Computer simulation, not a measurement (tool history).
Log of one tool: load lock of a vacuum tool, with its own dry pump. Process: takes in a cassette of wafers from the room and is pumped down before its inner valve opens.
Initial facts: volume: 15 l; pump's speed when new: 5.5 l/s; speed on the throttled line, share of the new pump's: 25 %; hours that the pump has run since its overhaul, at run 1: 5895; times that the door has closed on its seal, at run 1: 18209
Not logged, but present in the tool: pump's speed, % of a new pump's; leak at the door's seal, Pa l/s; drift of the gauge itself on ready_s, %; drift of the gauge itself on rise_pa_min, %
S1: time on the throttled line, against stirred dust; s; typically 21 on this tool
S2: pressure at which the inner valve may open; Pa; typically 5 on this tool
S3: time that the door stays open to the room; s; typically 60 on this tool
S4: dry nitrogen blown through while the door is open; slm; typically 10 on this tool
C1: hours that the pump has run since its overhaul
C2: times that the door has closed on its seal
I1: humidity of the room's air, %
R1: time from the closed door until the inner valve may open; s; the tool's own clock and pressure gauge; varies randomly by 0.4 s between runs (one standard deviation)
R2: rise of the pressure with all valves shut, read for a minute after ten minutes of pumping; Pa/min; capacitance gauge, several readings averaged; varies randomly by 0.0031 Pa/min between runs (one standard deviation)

{"run": 1, "hour": 0.0, "S1": 21, "S2": 5, "S3": 60, "S4": 10, "C1": 5895, "C2": 18209, "I1": 48.3, "R1": 46.3, "R2": 0.344}
{"run": 2, "hour": 245.4, "S1": 21, "S2": 5, "S3": 60, "S4": 10, "C1": 6140, "C2": 18634, "I1": 41.7, "R1": 46.8, "R2": 0.347}
{"run": 3, "hour": 491.5, "S1": 21, "S2": 5, "S3": 60, "S4": 10, "C1": 6386, "C2": 19059, "I1": 47.1, "R1": 45.3, "R2": 0.369}
{"run": 4, "hour": 693.2, "S1": 21, "S2": 5, "S3": 60, "S4": 10, "C1": 6588, "C2": 19408, "I1": 42.7, "R1": 45.5, "R2": 0.366}
{"run": 5, "hour": 918.7, "S1": 21, "S2": 5, "S3": 60, "S4": 10, "C1": 6814, "C2": 19798, "I1": 46.7, "R1": 45.8, "R2": 0.391}
{"run": 6, "hour": 1091.5, "S1": 12, "S2": 5, "S3": 60, "S4": 10, "C1": 6987, "C2": 20096, "I1": 43.4, "R1": 39.5, "R2": 0.392}
{"run": 7, "hour": 1284.1, "S1": 21, "S2": 5, "S3": 60, "S4": 10, "C1": 7179, "C2": 20429, "I1": 44.4, "R1": 47.2, "R2": 0.395}
{"run": 8, "hour": 1552.7, "S1": 21, "S2": 5, "S3": 60, "S4": 5, "C1": 7448, "C2": 20894, "I1": 46.0, "R1": 46.3, "R2": 0.429}
{"run": 9, "hour": 1770.0, "S1": 21, "S2": 5, "S3": 60, "S4": 5, "C1": 7665, "C2": 21269, "I1": 46.7, "R1": 47.4, "R2": 0.433}
{"run": 10, "hour": 2042.9, "S1": 13, "S2": 5, "S3": 60, "S4": 5, "C1": 7938, "C2": 21741, "I1": 44.4, "R1": 41.5, "R2": 0.439}
{"run": 11, "hour": 2199.6, "S1": 21, "S2": 5, "S3": 60, "S4": 10, "C1": 8095, "C2": 22012, "I1": 43.9, "R1": 47.2, "R2": 0.442}
{"run": 12, "hour": 2514.4, "S1": 21, "S2": 5, "S3": 60, "S4": 10, "C1": 8409, "C2": 22556, "I1": 47.1, "R1": 47.6, "R2": 0.46}
{"run": 13, "hour": 2840.3, "S1": 21, "S2": 5, "S3": 60, "S4": 10, "C1": 8735, "C2": 23120, "I1": 46.6, "R1": 47.8, "R2": 0.473}
{"run": 14, "hour": 3202.2, "S1": 21, "S2": 5, "S3": 60, "S4": 10, "C1": 9097, "C2": 23745, "I1": 43.5, "R1": 47.9, "R2": 0.497}
{"run": 15, "hour": 3482.3, "S1": 21, "S2": 5, "S3": 60, "S4": 10, "C1": 9377, "C2": 24229, "I1": 45.4, "R1": 48.6, "R2": 0.517}
{"run": 16, "hour": 3772.3, "S1": 21, "S2": 5, "S3": 60, "S4": 10, "C1": 9667, "C2": 24731, "I1": 45.6, "R1": 48.2, "R2": 0.525}
{"run": 17, "hour": 4064.0, "S1": 21, "S2": 5, "S3": 60, "S4": 10, "C1": 9959, "C2": 25235, "I1": 44.9, "R1": 48.3, "R2": 0.541}
{"run": 18, "hour": 4373.9, "S1": 16, "S2": 5, "S3": 60, "S4": 10, "C1": 10269, "C2": 25771, "I1": 46.3, "R1": 45.7, "R2": 0.555}
{"run": 19, "hour": 4548.7, "S1": 16, "S2": 5, "S3": 60, "S4": 10, "C1": 10444, "C2": 26073, "I1": 40.1, "R1": 44.6, "R2": 0.575}
{"run": 20, "hour": 4729.7, "S1": 35, "S2": 7, "S3": 60, "S4": 10, "C1": 10625, "C2": 26386, "I1": 46.6, "R1": 56.4, "R2": 0.577}
{"run": 21, "hour": 5094.9, "S1": 35, "S2": 5, "S3": 49, "S4": 13, "C1": 10990, "C2": 27017, "I1": 43.0, "R1": 57.9, "R2": 0.581}
{"run": 22, "hour": 5471.9, "S1": 11, "S2": 9, "S3": 60, "S4": 8, "C1": 11367, "C2": 27669, "I1": 46.4, "R1": 40.1, "R2": 0.616}
{"hour": 5619.1, "done": "door's seal changed, seat wiped"}
{"run": 23, "hour": 5806.3, "S1": 18, "S2": 9, "S3": 60, "S4": 8, "C1": 11700, "C2": 324, "I1": 45.7, "R1": 45.7, "R2": 0.091}
{"run": 24, "hour": 6015.0, "S1": 18, "S2": 9, "S3": 60, "S4": 8, "C1": 11909, "C2": 684, "I1": 41.9, "R1": 44.8, "R2": 0.093}
{"run": 25, "hour": 6363.9, "S1": 21, "S2": 5, "S3": 60, "S4": 18, "C1": 12257, "C2": 1287, "I1": 43.8, "R1": 50.0, "R2": 0.088}
{"run": 26, "hour": 6639.4, "S1": 21, "S2": 5, "S3": 60, "S4": 18, "C1": 12533, "C2": 1764, "I1": 47.6, "R1": 49.5, "R2": 0.096}
{"run": 27, "hour": 7013.7, "S1": 21, "S2": 8, "S3": 59, "S4": 10, "C1": 12907, "C2": 2411, "I1": 46.2, "R1": 47.4, "R2": 0.102}
{"run": 28, "hour": 7305.5, "S1": 13, "S2": 5, "S3": 106, "S4": 10, "C1": 13199, "C2": 2915, "I1": 44.5, "R1": 45.2, "R2": 0.131}
{"run": 29, "hour": 7518.2, "S1": 13, "S2": 5, "S3": 106, "S4": 10, "C1": 13412, "C2": 3283, "I1": 47.3, "R1": 45.6, "R2": 0.142}
{"hour": 7619.7, "done": "dry pump taken out, an overhauled one fitted"}
{"run": 30, "hour": 7810.6, "S1": 21, "S2": 8, "S3": 31, "S4": 10, "C1": 191, "C2": 3778, "I1": 42.6, "R1": 41.5, "R2": 0.093}
{"run": 31, "hour": 8107.6, "S1": 12, "S2": 7, "S3": 60, "S4": 25, "C1": 488, "C2": 4291, "I1": 43.5, "R1": 35.9, "R2": 0.1}
{"run": 32, "hour": 8282.9, "S1": 12, "S2": 7, "S3": 60, "S4": 25, "C1": 663, "C2": 4595, "I1": 45.9, "R1": 36.1, "R2": 0.108}
{"run": 33, "hour": 8660.7, "S1": 11, "S2": 6, "S3": 122, "S4": 15, "C1": 1041, "C2": 5248, "I1": 47.3, "R1": 35.7, "R2": 0.162}
{"run": 34, "hour": 8854.4, "S1": 21, "S2": 5, "S3": 89, "S4": 17, "C1": 1235, "C2": 5583, "I1": 44.6, "R1": 43.5, "R2": 0.142}
{"run": 35, "hour": 9038.5, "S1": 21, "S2": 5, "S3": 89, "S4": 17, "C1": 1419, "C2": 5901, "I1": 42.5, "R1": 44.0, "R2": 0.144}
{"run": 36, "hour": 9418.9, "S1": 35, "S2": 6, "S3": 89, "S4": 7, "C1": 1799, "C2": 6558, "I1": 43.8, "R1": 54.1, "R2": 0.169}
{"run": 37, "hour": 9648.9, "S1": 29, "S2": 5, "S3": 107, "S4": 8, "C1": 2029, "C2": 6956, "I1": 44.2, "R1": 49.5, "R2": 0.177}

What if the next run were any one of these 3? Each begins from the tool's condition after run 37:
{"run": "A", "hour": 9917.6, "S1": 38, "S2": 5, "S3": 181, "S4": 10, "C1": 2298, "C2": 7420, "I1": 43.2, "R1": "?", "R2": "?"}
{"run": "B", "hour": 9917.6, "S1": 29, "S2": 5, "S3": 107, "S4": 4, "C1": 2298, "C2": 7420, "I1": 49.7, "R1": "?", "R2": "?"}
{"run": "C", "hour": 9917.6, "S1": 21, "S2": 5, "S3": 72, "S4": 10, "C1": 2298, "C2": 7420, "I1": 45.2, "R1": "?", "R2": "?"}

run=A R1=55.8 R2=0.216
run=B R1=49.8 R2=0.225
run=C R1=44.1 R2=0.167
Take away the tool's hidden state, keep each run's random variation, and the runs would have read:
run=A R1=55.1 R2=0.143
run=B R1=49.1 R2=0.150
run=C R1=43.3 R2=0.095
